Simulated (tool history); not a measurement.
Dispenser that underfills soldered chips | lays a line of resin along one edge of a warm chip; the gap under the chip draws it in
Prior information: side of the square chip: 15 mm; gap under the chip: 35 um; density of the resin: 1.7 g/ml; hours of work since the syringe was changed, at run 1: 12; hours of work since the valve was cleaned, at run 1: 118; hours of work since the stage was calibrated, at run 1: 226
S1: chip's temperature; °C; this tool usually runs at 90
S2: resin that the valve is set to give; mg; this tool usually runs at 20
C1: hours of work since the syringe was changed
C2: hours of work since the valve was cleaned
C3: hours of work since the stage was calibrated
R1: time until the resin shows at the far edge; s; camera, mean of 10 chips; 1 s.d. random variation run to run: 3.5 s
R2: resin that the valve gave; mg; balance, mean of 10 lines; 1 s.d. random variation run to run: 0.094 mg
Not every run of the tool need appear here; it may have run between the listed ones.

| run | hour | S1 | S2 | C1 | C2 | C3 | R1 | R2 |
|---|---|---|---|---|---|---|---|---|
| 1 | 0 | 90 | 20 | 12 | 118 | 226 | 541.2 | 17.93 |
|  | 1 | new syringe of resin |
| 2 | 13.2 | 90 | 22.8 | 9 | 128 | 235 | 492.4 | 20.18 |
|  | 17.4 | new syringe of resin |
| 3 | 20.6 | 90 | 22.8 | 2 | 133 | 241 | 397.6 | 20.11 |
|  | 29.9 | dispensing valve cleaned and set on the balance |
| 4 | 32.2 | 90 | 22.8 | 10 | 2 | 249 | 504.3 | 22.85 |
|  | 35.4 | new syringe of resin |
| 5 | 43.5 | 90 | 25 | 6 | 10 | 257 | 440.8 | 24.81 |
| 6 | 50.1 | 90 | 25 | 11 | 15 | 262 | 517.6 | 24.71 |
|  | 52.5 | new syringe of resin |
| 7 | 58 | 105 | 20 | 4 | 20 | 267 | 269.3 | 19.71 |
| 8 | 66.6 | 90 | 20 | 10 | 27 | 274 | 519.2 | 19.68 |
|  | 69.2 | new syringe of resin |
| 9 | 75.4 | 89 | 20 | 5 | 33 | 280 | 449 | 19.6 |
| 10 | 82.8 | 90 | 25 | 10 | 38 | 285 | 507.2 | 24.24 |
|  | 86.2 | new syringe of resin |
| 11 | 95.2 | 90 | 25 | 7 | 47 | 294 | 460.6 | 24.13 |
|  | 102.7 | new syringe of resin |
| 12 | 102.7 | 90 | 25 | 0 | 53 | 300 | 370.9 | 23.93 |
| 13 | 113.1 | 76 | 25 | 8 | 60 | 307 | 754.9 | 23.66 |
|  | 119.6 | new syringe of resin |
| 14 | 122.4 | 76 | 25 | 2 | 67 | 314 | 634.2 | 23.74 |
| 15 | 129.9 | 90 | 20 | 8 | 73 | 319 | 486.2 | 18.73 |
|  | 136.7 | new syringe of resin |
| 16 | 137.7 | 84 | 20 | 1 | 78 | 325 | 480.3 | 18.55 |
| 17 | 145 | 84 | 20 | 6 | 84 | 330 | 574.6 | 18.72 |
|  | 153.3 | new syringe of resin |
| 18 | 157.7 | 84 | 20 | 3 | 93 | 339 | 519.6 | 18.56 |
| 19 | 165.1 | 103 | 23.6 | 9 | 98 | 345 | 339 | 21.7 |
|  | 169.7 | new syringe of resin |
| 20 | 178 | 104 | 18.2 | 6 | 107 | 354 | 307.6 | 16.58 |
|  | 186.4 | new syringe of resin |
| 21 | 189 | 97 | 20 | 2 | 115 | 362 | 327.2 | 17.96 |
| 22 | 195.9 | 90 | 20.4 | 7 | 120 | 367 | 481.5 | 18.29 |
|  | 202.9 | new syringe of resin |
| 23 | 206 | 103 | 23.5 | 2 | 128 | 375 | 272.1 | 21.08 |
| 24 | 213 | 90 | 18.3 | 7 | 133 | 380 | 510.6 | 16.21 |
|  | 219.5 | new syringe of resin |
| 25 | 220.7 | 90 | 18.3 | 1 | 138 | 385 | 414.8 | 16.06 |
|  | 222.9 | dispensing valve cleaned and set on the balance |
| 26 | 233.6 | 78 | 20.5 | 10 | 8 | 394 | 783.5 | 20.57 |
|  | 237 | new syringe of resin |
| 27 | 246.8 | 78 | 20.5 | 7 | 17 | 404 | 718.6 | 20.28 |
|  | 254 | new syringe of resin |
| 28 | 258.3 | 78 | 20.5 | 3 | 26 | 412 | 631.4 | 20.21 |
| 29 | 269 | 89 | 23.3 | 11 | 34 | 420 | 559.7 | 22.6 |
|  | 270.5 | new syringe of resin |
| 30 | 276.6 | 80 | 24.6 | 5 | 39 | 425 | 607.9 | 23.85 |
| 31 | 284.2 | 92 | 21.8 | 10 | 45 | 431 | 493.5 | 20.9 |
|  | 286.8 | new syringe of resin |
| 32 | 290.6 | 76 | 22.4 | 3 | 49 | 435 | 677.8 | 21.38 |
| 33 | 298.2 | 86 | 25.3 | 8 | 55 | 441 | 566.3 | 23.99 |
|  | 303.7 | new syringe of resin |
| 34 | 311.7 | 93 | 21.9 | 6 | 65 | 451 | 412.7 | 20.78 |

Measured less the same run without the tool's hidden state. The same run-to-run variation is in both; the gauge's scatter may not be:
Unlogged tool condition in this case: resin's viscosity, % of fresh resin's; dose that the valve gives, % of what is set; true chip temperature over the reading, C; drift of the gauge itself on fill_s, %; drift of the gauge itself on given_mg, %.
| run | R1 | R2 |
|---|---|---|
| 1 | +190.6 | -2.03 |
| 2 | +141.5 | -2.5 |
| 3 | +53.6 | -2.61 |
| 4 | +159.3 | -0.03 |
| 5 | +98.7 | -0.21 |
| 6 | +173.5 | -0.32 |
| 7 | +44 | -0.35 |
| 8 | +166.3 | -0.46 |
| 9 | +79 | -0.56 |
| 10 | +154.3 | -0.8 |
| 11 | +111 | -1 |
| 12 | +22.6 | -1.12 |
| 13 | +202.7 | -1.28 |
| 14 | +79.4 | -1.42 |
| 15 | +130 | -1.21 |
| 16 | +52.6 | -1.31 |
| 17 | +144.6 | -1.42 |
| 18 | +93.4 | -1.58 |
| 19 | +101.8 | -1.98 |
| 20 | +78 | -1.65 |
| 21 | +43 | -1.93 |
| 22 | +126.9 | -2.06 |
| 23 | +39 | -2.55 |
| 24 | +150.6 | -2.06 |
| 25 | +59.1 | -2.14 |
| 26 | +257.8 | -0.13 |
| 27 | +196.3 | -0.32 |
| 28 | +108.6 | -0.46 |
| 29 | +196.7 | -0.69 |
| 30 | +131.7 | -0.84 |
| 31 | +168.9 | -0.85 |
| 32 | +120.4 | -0.95 |
| 33 | +173.4 | -1.19 |
| 34 | +97.2 | -1.22 |
